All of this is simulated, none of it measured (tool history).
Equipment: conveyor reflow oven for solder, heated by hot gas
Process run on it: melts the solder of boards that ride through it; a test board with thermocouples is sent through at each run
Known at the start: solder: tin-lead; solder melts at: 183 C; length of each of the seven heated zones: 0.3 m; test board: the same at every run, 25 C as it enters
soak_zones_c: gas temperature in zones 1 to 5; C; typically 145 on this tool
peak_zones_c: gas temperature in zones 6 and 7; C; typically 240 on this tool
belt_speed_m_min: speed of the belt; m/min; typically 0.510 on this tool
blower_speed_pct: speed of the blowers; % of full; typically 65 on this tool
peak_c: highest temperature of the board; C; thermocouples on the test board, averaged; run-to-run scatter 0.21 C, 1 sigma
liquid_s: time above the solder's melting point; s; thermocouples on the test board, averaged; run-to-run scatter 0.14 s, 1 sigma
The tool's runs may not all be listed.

run,day,soak_zones_c,peak_zones_c,belt_speed_m_min,blower_speed_pct,peak_c,liquid_s
1,0.000,145,240,0.510,65,227.8,62.2
2,0.275,145,249,0.510,65,236.1,66.3
3,0.558,145,249,0.510,65,235.7,66.4
4,0.742,145,240,0.411,65,232.8,81.1
5,0.971,145,240,0.411,65,232.7,80.8
6,1.338,145,240,0.510,67,227.9,62.7
7,1.583,145,240,0.510,67,228.0,62.5
8,1.925,145,240,0.510,67,228.1,62.4
# day 2.375: flux residue cleaned out of gas plates and filters
9,2.467,148,234,0.510,67,224.1,62.2
10,2.842,145,245,0.516,65,233.2,64.2
11,3.171,145,245,0.516,65,233.3,64.4
12,3.421,145,245,0.516,65,233.2,64.5
13,3.654,145,240,0.510,63,228.7,63.1
14,3.812,136,232,0.524,57,218.5,52.5
15,4.054,136,232,0.524,57,218.5,52.4

Here are 4 independent what-if runs from the current tool condition. What would each one return?
A,4.379,136,232,0.577,57,?,?
B,4.379,136,228,0.501,76,?,?
C,4.379,145,253,0.490,51,?,?
D,4.379,136,232,0.524,62,?,?

run,peak_c,liquid_s
A,215.4,44.9
B,218.9,56.2
C,239.6,70.8
D,219.0,53.4
The same runs, with their run-to-run variation unchanged, on a tool lacking any hidden condition would have given:
run,peak_c,liquid_s
A,214.6,44.0
B,218.0,55.3
C,238.7,69.9
D,218.2,52.5
